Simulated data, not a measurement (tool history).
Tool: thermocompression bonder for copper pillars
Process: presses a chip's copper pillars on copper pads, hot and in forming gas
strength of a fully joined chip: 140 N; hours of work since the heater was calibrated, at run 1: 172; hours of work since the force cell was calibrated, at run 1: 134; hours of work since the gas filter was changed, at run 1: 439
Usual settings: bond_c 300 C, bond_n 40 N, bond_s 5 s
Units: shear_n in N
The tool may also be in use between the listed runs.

run   hour  bond_c  bond_n  bond_s  hours of work since the heater was calibrated  hours of work since the force cell was calibrated  hours of work since the gas filter was changed  shear_n
  1      0     300      40       5                                            172                                                134                                             439     65.8
  2   12.2     302      40       5                                            178                                                140                                             445     65.9
  3   19.5     300      40       3                                            182                                                144                                             449     53.8
  4   28.2     302      40       5                                            186                                                148                                             454     66.5
  5   33.6     302      40       5                                            189                                                151                                             456     64.8
        36  -- forming gas filter changed
  6   43.2     302      40       5                                            194                                                156                                               4     66.1
  7   51.7     300      40       5                                            198                                                160                                               8     63.9
  8   58.4     300      40       5                                            201                                                163                                              11     63.9
  9   63.8     300      40       5                                            204                                                166                                              14     65.4
 10   75.7     300      40       5                                            210                                                172                                              20     62.5
 11   81.3     300      40       5                                            213                                                175                                              23     64.2
 12   93.3     300      40       5                                            219                                                181                                              29     64.3
 13    106     300      40       5                                            226                                                188                                              36     63.5
 14  116.8     300      40       5                                            231                                                193                                              41     64.2
 15  127.9     300      40       5                                            237                                                199                                              47       65
 16  139.9     300      40       5                                            243                                                205                                              53     65.3
 17  146.6     300      40       5                                            247                                                209                                              57     64.3
 18  152.2     284      55      14                                            249                                                211                                              60    100.5
 19  157.6     275      34       7                                            252                                                214                                              62     48.6
 20  164.4     275      34       7                                            256                                                218                                              66     48.4
 21  175.9     275      34       7                                            262                                                224                                              72     48.7
 22  185.3     270      26       8                                            266                                                228                                              76     37.1
 23  197.9     279      32       6                                            273                                                235                                              83       45
 24  210.2     326      40       3                                            279                                                241                                              89     65.6
 25  220.8     300      49      13                                            285                                                247                                              95    102.7
 26  230.2     286      51       9                                            289                                                251                                              99     86.6
 27  236.3     278      50       5                                            293                                                255                                             103     64.6
 28  244.4     278      50       5                                            297                                                259                                             107     63.6
 29  251.7     290      27       8                                            300                                                262                                             110     47.7
 30  262.2     290      27       8                                            306                                                268                                             116     46.7
 31    268     290      27       8                                            309                                                271                                             119     48.2
 32  277.3     304      27       6                                            314                                                275                                             124     48.6
 33  289.3     304      27       4                                            320                                                282                                             130     42.1

4 ways to go on from here, each from the tool as it stands after run 33. What would each give?
  A  297.7     299      27      13                                            324                                                286                                             134        ?
  B  297.7     304      26       4                                            324                                                286                                             134        ?
  C  297.7     302      40       5                                            324                                                286                                             134        ?
  D  297.7     300      39       5                                            324                                                286                                             134        ?

run  shear_n
  A     63.1
  B     40.4
  C     64.4
  D     64.7
Without the tool's hidden state the same runs would have given:
run  shear_n
  A     62.9
  B     40.3
  C     64.2
  D     64.6
